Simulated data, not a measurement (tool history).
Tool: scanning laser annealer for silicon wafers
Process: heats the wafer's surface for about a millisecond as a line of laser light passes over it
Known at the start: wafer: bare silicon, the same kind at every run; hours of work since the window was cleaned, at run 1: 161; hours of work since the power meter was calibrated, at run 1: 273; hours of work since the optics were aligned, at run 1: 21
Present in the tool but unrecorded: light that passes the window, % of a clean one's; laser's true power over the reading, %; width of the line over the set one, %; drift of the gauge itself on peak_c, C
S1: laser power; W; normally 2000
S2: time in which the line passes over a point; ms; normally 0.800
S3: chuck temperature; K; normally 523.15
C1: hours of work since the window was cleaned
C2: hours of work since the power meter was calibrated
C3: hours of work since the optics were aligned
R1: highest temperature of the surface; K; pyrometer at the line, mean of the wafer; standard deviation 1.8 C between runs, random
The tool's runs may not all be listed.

{"run": 1, "hour": 0.0, "S1": 2000, "S2": 0.8, "S3": 523.15, "C1": 161, "C2": 273, "C3": 21, "R1": 1298.15}
{"run": 2, "hour": 12.8, "S1": 2000, "S2": 0.8, "S3": 562.15, "C1": 166, "C2": 278, "C3": 27, "R1": 1341.15}
{"run": 3, "hour": 26.4, "S1": 2000, "S2": 0.8, "S3": 510.15, "C1": 172, "C2": 284, "C3": 32, "R1": 1287.15}
{"run": 4, "hour": 37.3, "S1": 2000, "S2": 0.8, "S3": 523.15, "C1": 176, "C2": 288, "C3": 37, "R1": 1297.15}
{"run": 5, "hour": 46.2, "S1": 1715, "S2": 0.8, "S3": 523.15, "C1": 180, "C2": 292, "C3": 40, "R1": 1179.15}
{"run": 6, "hour": 61.2, "S1": 2000, "S2": 0.8, "S3": 545.15, "C1": 186, "C2": 298, "C3": 47, "R1": 1322.15}
{"run": 7, "hour": 77.7, "S1": 2000, "S2": 0.8, "S3": 545.15, "C1": 193, "C2": 305, "C3": 53, "R1": 1320.15}
{"run": 8, "hour": 85.8, "S1": 2000, "S2": 0.586, "S3": 545.15, "C1": 196, "C2": 308, "C3": 57, "R1": 1201.15}
{"run": 9, "hour": 102.2, "S1": 2000, "S2": 0.586, "S3": 545.15, "C1": 203, "C2": 315, "C3": 63, "R1": 1200.15}
{"run": 10, "hour": 111.8, "S1": 2000, "S2": 0.586, "S3": 545.15, "C1": 207, "C2": 319, "C3": 67, "R1": 1202.15}
{"run": 11, "hour": 131.3, "S1": 2000, "S2": 0.936, "S3": 523.15, "C1": 215, "C2": 327, "C3": 75, "R1": 1365.15}
{"run": 12, "hour": 143.6, "S1": 2000, "S2": 0.936, "S3": 523.15, "C1": 220, "C2": 332, "C3": 81, "R1": 1364.15}
{"run": 13, "hour": 155.1, "S1": 2000, "S2": 0.61, "S3": 523.15, "C1": 225, "C2": 337, "C3": 85, "R1": 1195.15}
{"run": 14, "hour": 165.5, "S1": 2000, "S2": 0.8, "S3": 523.15, "C1": 229, "C2": 341, "C3": 90, "R1": 1299.15}
{"run": 15, "hour": 174.9, "S1": 2000, "S2": 0.564, "S3": 523.15, "C1": 233, "C2": 345, "C3": 93, "R1": 1166.15}
{"run": 16, "hour": 183.9, "S1": 2000, "S2": 0.564, "S3": 523.15, "C1": 237, "C2": 349, "C3": 97, "R1": 1163.15}
{"hour": 188.2, "done": "laser's power meter calibrated"}
{"run": 17, "hour": 195.3, "S1": 2000, "S2": 0.564, "S3": 523.15, "C1": 240, "C2": 3, "C3": 101, "R1": 1166.15}
{"run": 18, "hour": 208.1, "S1": 2000, "S2": 0.564, "S3": 523.15, "C1": 245, "C2": 8, "C3": 106, "R1": 1168.15}
{"run": 19, "hour": 226.3, "S1": 1787, "S2": 0.8, "S3": 523.15, "C1": 253, "C2": 16, "C3": 113, "R1": 1207.15}
{"run": 20, "hour": 236.3, "S1": 1787, "S2": 0.8, "S3": 523.15, "C1": 257, "C2": 20, "C3": 118, "R1": 1206.15}
{"run": 21, "hour": 250.7, "S1": 2000, "S2": 0.585, "S3": 523.15, "C1": 263, "C2": 26, "C3": 124, "R1": 1177.15}
{"hour": 260.0, "done": "laser's power meter calibrated, once more"}
{"run": 22, "hour": 262.4, "S1": 2000, "S2": 0.585, "S3": 523.15, "C1": 267, "C2": 1, "C3": 127, "R1": 1177.15}
{"run": 23, "hour": 274.5, "S1": 2000, "S2": 0.936, "S3": 495.15, "C1": 271, "C2": 6, "C3": 132, "R1": 1327.15}
{"run": 24, "hour": 290.8, "S1": 1977, "S2": 0.676, "S3": 523.15, "C1": 278, "C2": 13, "C3": 139, "R1": 1218.15}
{"run": 25, "hour": 306.3, "S1": 1897, "S2": 0.8, "S3": 530.15, "C1": 285, "C2": 19, "C3": 145, "R1": 1258.15}
{"run": 26, "hour": 317.7, "S1": 2000, "S2": 0.8, "S3": 512.15, "C1": 289, "C2": 24, "C3": 150, "R1": 1280.15}
{"run": 27, "hour": 329.0, "S1": 1944, "S2": 0.663, "S3": 553.15, "C1": 294, "C2": 28, "C3": 155, "R1": 1228.15}
{"run": 28, "hour": 348.3, "S1": 1704, "S2": 0.828, "S3": 523.15, "C1": 302, "C2": 36, "C3": 163, "R1": 1177.15}
{"run": 29, "hour": 361.7, "S1": 1716, "S2": 0.664, "S3": 487.15, "C1": 307, "C2": 42, "C3": 168, "R1": 1078.15}
{"run": 30, "hour": 380.5, "S1": 1716, "S2": 0.664, "S3": 487.15, "C1": 315, "C2": 50, "C3": 176, "R1": 1075.15}
{"run": 31, "hour": 390.8, "S1": 2156, "S2": 0.92, "S3": 532.15, "C1": 319, "C2": 54, "C3": 180, "R1": 1422.15}
{"run": 32, "hour": 406.6, "S1": 2068, "S2": 0.92, "S3": 514.15, "C1": 326, "C2": 61, "C3": 187, "R1": 1365.15}
{"run": 33, "hour": 420.8, "S1": 2068, "S2": 0.777, "S3": 514.15, "C1": 332, "C2": 66, "C3": 192, "R1": 1296.15}
{"run": 34, "hour": 429.5, "S1": 1820, "S2": 0.629, "S3": 536.15, "C1": 335, "C2": 70, "C3": 196, "R1": 1143.15}
{"run": 35, "hour": 438.0, "S1": 2183, "S2": 0.625, "S3": 523.15, "C1": 339, "C2": 73, "C3": 200, "R1": 1261.15}
{"run": 36, "hour": 455.1, "S1": 2027, "S2": 0.913, "S3": 525.15, "C1": 346, "C2": 81, "C3": 207, "R1": 1354.15}
{"run": 37, "hour": 468.1, "S1": 2027, "S2": 0.913, "S3": 525.15, "C1": 351, "C2": 86, "C3": 212, "R1": 1353.15}
{"run": 38, "hour": 481.0, "S1": 1882, "S2": 0.913, "S3": 560.15, "C1": 357, "C2": 91, "C3": 217, "R1": 1325.15}

For run 39, what comes out?
{"run": 39, "hour": 500.8, "S1": 1787, "S2": 0.621, "S3": 530.15, "C1": 365, "C2": 99, "C3": 225, "R1": "?"}

{"run 39": {"R1": 1121.15}}
Without the tool's hidden state the same run would have given R1 1140.15 K.

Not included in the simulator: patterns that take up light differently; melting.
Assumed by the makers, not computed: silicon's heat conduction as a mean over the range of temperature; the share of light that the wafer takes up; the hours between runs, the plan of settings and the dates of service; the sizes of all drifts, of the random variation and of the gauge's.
